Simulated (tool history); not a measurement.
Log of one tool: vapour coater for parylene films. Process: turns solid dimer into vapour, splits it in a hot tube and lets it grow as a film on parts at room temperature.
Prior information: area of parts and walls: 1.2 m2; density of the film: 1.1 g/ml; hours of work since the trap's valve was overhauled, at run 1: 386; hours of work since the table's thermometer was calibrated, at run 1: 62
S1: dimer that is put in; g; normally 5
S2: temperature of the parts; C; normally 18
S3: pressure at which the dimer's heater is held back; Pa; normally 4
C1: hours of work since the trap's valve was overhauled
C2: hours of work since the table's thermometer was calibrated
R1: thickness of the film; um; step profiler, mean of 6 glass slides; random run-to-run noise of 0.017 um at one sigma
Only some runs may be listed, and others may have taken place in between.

Run 1, day 0: usual settings; C1 386; C2 62. Result: R1 1.85 um.
Run 2, day 0.833: usual settings; C1 400; C2 77. Result: R1 1.85 um.
Run 3, day 1.433: usual settings; C1 410; C2 87. Result: R1 1.82 um.
Run 4, day 1.833: usual settings but S2 19 C; C1 417; C2 94. Result: R1 1.74 um.
Run 5, day 2.612: usual settings but S1 4 g, S2 19 C; C1 430; C2 107. Result: R1 1.4 um.
Run 6, day 3.442: usual settings but S1 4 g, S2 19 C; C1 444; C2 121. Result: R1 1.39 um.
At day 3.896: trap's valve overhauled.
Run 7, day 4.421: usual settings but S2 25 C; C1 9; C2 135. Result: R1 1.55 um.
Run 8, day 5.233: usual settings but S2 25 C; C1 23; C2 149. Result: R1 1.54 um.
Run 9, day 5.8: usual settings; C1 33; C2 159. Result: R1 2.08 um.
Run 10, day 6.333: usual settings but S2 20 C; C1 42; C2 168. Result: R1 1.91 um.
Run 11, day 7.042: usual settings but S1 8 g; C1 54; C2 180. Result: R1 3.32 um.
Run 12, day 7.867: usual settings but S1 8 g; C1 68; C2 194. Result: R1 3.3 um.
Run 13, day 8.638: usual settings but S1 8 g; C1 81; C2 207. Result: R1 3.25 um.
Run 14, day 8.992: usual settings but S2 17 C, S3 10.86 Pa; C1 87; C2 213. Result: R1 1.87 um.
Run 15, day 9.721: usual settings but S2 17 C, S3 10.86 Pa; C1 100; C2 226. Result: R1 1.85 um.
Run 16, day 10.242: usual settings but S1 8 g, S2 13 C, S3 2.17 Pa; C1 108; C2 235. Result: R1 4.31 um.
Run 17, day 10.817: usual settings but S1 8 g, S2 13 C, S3 2.17 Pa; C1 118; C2 244. Result: R1 4.34 um.
Run 18, day 11.604: usual settings but S1 8 g, S2 13 C, S3 2.17 Pa; C1 132; C2 258. Result: R1 4.35 um.
Run 19, day 12.321: usual settings but S1 8 g, S2 13 C, S3 2.17 Pa; C1 144; C2 270. Result: R1 4.3 um.
Run 20, day 12.712: usual settings but S1 4 g, S3 2.12 Pa; C1 151; C2 277. Result: R1 1.75 um.
Run 21, day 13.325: usual settings but S1 4 g, S3 2.12 Pa; C1 161; C2 287. Result: R1 1.74 um.
Run 22, day 14.142: usual settings but S1 2 g, S2 11 C, S3 2.12 Pa; C1 175; C2 301. Result: R1 1.19 um.
Run 23, day 14.788: usual settings but S2 16 C, S3 9.8 Pa; C1 186; C2 312. Result: R1 1.9 um.
Run 24, day 15.488: usual settings but S2 16 C, S3 9.8 Pa; C1 198; C2 324. Result: R1 1.88 um.
Run 25, day 15.838: usual settings but S2 29 C, S3 9.02 Pa; C1 204; C2 330. Result: R1 1.12 um.

Here are 3 independent what-if runs from the current tool condition. What would each one return?
Run A, day 16.354: usual settings but S1 2 g, S2 14 C, S3 2.75 Pa; C1 213; C2 339. Result: R1 ?.
Run B, day 16.354: usual settings but S1 4 g; C1 213; C2 339. Result: R1 ?.
Run C, day 16.354: usual settings but S1 2 g, S2 29 C, S3 9.02 Pa; C1 213; C2 339. Result: R1 ?.

run    R1
  A  0.96
  B  1.55
  C  0.44
With no hidden state in the tool, these same runs would have given:
run    R1
  A  1.05
  B  1.69
  C  0.48

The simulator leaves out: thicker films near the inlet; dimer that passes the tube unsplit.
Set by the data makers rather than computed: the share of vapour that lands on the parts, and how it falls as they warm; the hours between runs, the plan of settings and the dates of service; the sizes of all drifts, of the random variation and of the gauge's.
